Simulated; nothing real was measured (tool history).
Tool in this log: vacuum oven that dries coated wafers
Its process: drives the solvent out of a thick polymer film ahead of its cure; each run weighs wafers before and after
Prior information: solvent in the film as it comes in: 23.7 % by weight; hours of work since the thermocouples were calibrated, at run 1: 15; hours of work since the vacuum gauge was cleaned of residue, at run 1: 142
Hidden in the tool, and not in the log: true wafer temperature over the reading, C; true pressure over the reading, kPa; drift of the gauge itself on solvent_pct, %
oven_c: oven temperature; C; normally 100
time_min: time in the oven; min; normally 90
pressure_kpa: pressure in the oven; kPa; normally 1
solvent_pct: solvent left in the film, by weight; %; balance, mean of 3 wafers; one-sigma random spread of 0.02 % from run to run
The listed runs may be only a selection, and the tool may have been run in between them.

run   hour  oven_c  time_min  pressure_kpa  hours of work since the thermocouples were calibrated  hours of work since the vacuum gauge was cleaned of residue  solvent_pct
  1      0     100        90             1                                                     15                                                          142         2.29
  2    7.2     100        90             1                                                     21                                                          148          2.3
  3   12.8     100        90             1                                                     25                                                          152         2.25
  4   21.1     100        90             1                                                     32                                                          159         2.27
  5     31     100        90             1                                                     39                                                          166         2.28
  6   39.2      98        90             1                                                     46                                                          173         2.79
  7   46.7      90        90             1                                                     52                                                          179         5.73
  8   54.8      90        90             1                                                     58                                                          185         5.77
  9   61.1      90        90             1                                                     63                                                          190         5.79
 10   73.8      90        90             1                                                     73                                                          200         5.77
 11   80.7     100        90          2.46                                                     78                                                          205         2.96
 12   85.9     100        90             1                                                     82                                                          209         2.22
 13   98.4     100        90          1.02                                                     92                                                          219         2.28
 14  110.9     100        79          1.02                                                    102                                                          229         2.81
 15  118.8     100        79          1.02                                                    108                                                          235         2.81
 16  124.8     108        79          1.02                                                    113                                                          240         1.14
 17  135.6     108        79          1.02                                                    122                                                          248          1.1
 18  146.3     108        79          1.02                                                    130                                                          257         1.08
 19  156.8     108        79          1.02                                                    138                                                          265          1.1
 20  163.7     100        90             1                                                    144                                                          271         2.21
 21  172.5     102        90             1                                                    150                                                          277         1.72
 22    184     102        90             1                                                    160                                                          287         1.79
 23  191.9     102        90             1                                                    166                                                          293         1.75
 24  201.5     100        90          2.97                                                    173                                                          300         3.16
 25  212.4     100        77             1                                                    182                                                          309         2.94
 26  224.5     100        77          0.56                                                    191                                                          318         2.71
 27  234.1     100        77          0.56                                                    199                                                          326         2.76
 28  241.8     114       133          0.56                                                    205                                                          332         0.22
 29  247.2      95        69          3.84                                                    209                                                          336         6.72
 30  255.4      96        76          0.66                                                    216                                                          343         4.23
 31  266.9      86        76          0.85                                                    225                                                          352         8.52
 32  278.6      86        76          0.85                                                    234                                                          361         8.55
 33    288      86        76          0.85                                                    241                                                          368         8.53
 34  300.5      86        76          0.85                                                    251                                                          378         8.49
 35  313.3      86       155          1.81                                                    261                                                          388         4.58
 36  319.8      86       155          1.81                                                    266                                                          393         4.55
 37  329.4      86       155          1.81                                                    274                                                          401         4.58
 38  334.7      86       155          1.81                                                    278                                                          405         4.57
 39  342.7      93       148          2.27                                                    284                                                          411         2.81
 40  351.1      93       148          2.27                                                    291                                                          418         2.85
 41  362.1     106        97          2.65                                                    299                                                          426         1.59
 42  368.1     106        97          2.65                                                    304                                                          431          1.6
 43  376.6     112        60          2.65                                                    311                                                          438         1.66
 44  384.2     112        60          2.65                                                    317                                                          444         1.68
 45  392.1      91        66          0.77                                                    323                                                          450         7.18
 46  398.1      91        66          0.77                                                    328                                                          455          7.1
 47  408.3      90        97          1.26                                                    336                                                          463         5.32

For some of the steps in solvent_pct from one run to the next: how much would appear even if the tool had no hidden state, given the settings, what came in and random variation, and how much remains for the hidden state plus any gauge scatter that the measured result and the result without hidden state don't share?
Run 6 -> 7: oven_c 98 -> 90. solvent_pct +2.94 %: hidden state +0.02, all else +2.92.
Run 10 -> 11: oven_c 90 -> 100, pressure_kpa 1 -> 2.46. solvent_pct -2.81 %: hidden state -0.03, all else -2.78.
Run 28 -> 29: oven_c 114 -> 95, time_min 133 -> 69, pressure_kpa 0.56 -> 3.84. solvent_pct +6.5 %: hidden state -0.02, all else +6.52.
Run 30 -> 31: oven_c 96 -> 86, pressure_kpa 0.66 -> 0.85. solvent_pct +4.29 %: hidden state -0.01, all else +4.3.
Run 44 -> 45: oven_c 112 -> 91, time_min 60 -> 66, pressure_kpa 2.65 -> 0.77. solvent_pct +5.5 %: hidden state -0.05, all else +5.55.

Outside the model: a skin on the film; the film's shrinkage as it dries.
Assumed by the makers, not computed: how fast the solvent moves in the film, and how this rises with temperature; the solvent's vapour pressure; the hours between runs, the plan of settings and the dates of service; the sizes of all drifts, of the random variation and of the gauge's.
